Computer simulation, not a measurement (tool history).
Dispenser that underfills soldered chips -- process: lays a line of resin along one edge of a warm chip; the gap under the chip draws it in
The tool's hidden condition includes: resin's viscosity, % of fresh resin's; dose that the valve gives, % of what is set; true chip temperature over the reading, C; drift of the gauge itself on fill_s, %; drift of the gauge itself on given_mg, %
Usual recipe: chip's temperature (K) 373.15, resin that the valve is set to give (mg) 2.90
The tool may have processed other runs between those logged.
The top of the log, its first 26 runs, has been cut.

| run | hour | chip's temperature (K) | resin that the valve is set to give (mg) | hours of work since the syringe was changed | hours of work since the valve was cleaned | hours of work since the stage was calibrated | time until the resin shows at the far edge (s) | resin that the valve gave (mg) |
|---|---|---|---|---|---|---|---|---|
| 27 | 99.4 | 371.15 | 2.87 | 3 | 18 | 148 | 20.1 | 2.843 |
| 28 | 102.6 | 371.15 | 2.87 | 6 | 20 | 150 | 20.7 | 2.835 |
|  | 106.2 | new syringe of resin |
| 29 | 106.2 | 371.15 | 2.87 | 0 | 23 | 152 | 18.3 | 2.826 |
| 30 | 109.1 | 371.15 | 2.87 | 2 | 25 | 155 | 18.8 | 2.828 |
| 31 | 114.5 | 383.15 | 3.33 | 6 | 29 | 158 | 13.9 | 3.275 |
|  | 117.6 | new syringe of resin |
| 32 | 117.6 | 383.15 | 3.33 | 0 | 31 | 160 | 11.5 | 3.265 |
| 33 | 120.9 | 373.15 | 2.87 | 2 | 33 | 163 | 18.3 | 2.811 |
| 34 | 123.9 | 380.15 | 3.55 | 5 | 35 | 165 | 14.4 | 3.479 |
|  | 129.0 | new syringe of resin |
| 35 | 129.0 | 380.15 | 3.04 | 0 | 39 | 168 | 12.9 | 2.977 |
| 36 | 132.3 | 380.15 | 3.04 | 2 | 41 | 171 | 14.1 | 2.973 |

Alternative continuations, all from the tool just after run 36; predict every row:
| A | 137.1 | 366.15 | 2.90 | 6 | 45 | 174 | ? | ? |
| B | 137.1 | 380.15 | 3.21 | 6 | 45 | 174 | ? | ? |
| C | 137.1 | 373.15 | 2.99 | 6 | 45 | 174 | ? | ? |

| run | time until the resin shows at the far edge (s) | resin that the valve gave (mg) |
|---|---|---|
| A | 26.5 | 2.837 |
| B | 15.5 | 3.129 |
| C | 20.1 | 2.910 |
Had the tool no hidden state, the same runs would have come out as:
| run | time until the resin shows at the far edge (s) | resin that the valve gave (mg) |
|---|---|---|
| A | 21.3 | 2.909 |
| B | 12.5 | 3.208 |
| C | 16.2 | 2.984 |

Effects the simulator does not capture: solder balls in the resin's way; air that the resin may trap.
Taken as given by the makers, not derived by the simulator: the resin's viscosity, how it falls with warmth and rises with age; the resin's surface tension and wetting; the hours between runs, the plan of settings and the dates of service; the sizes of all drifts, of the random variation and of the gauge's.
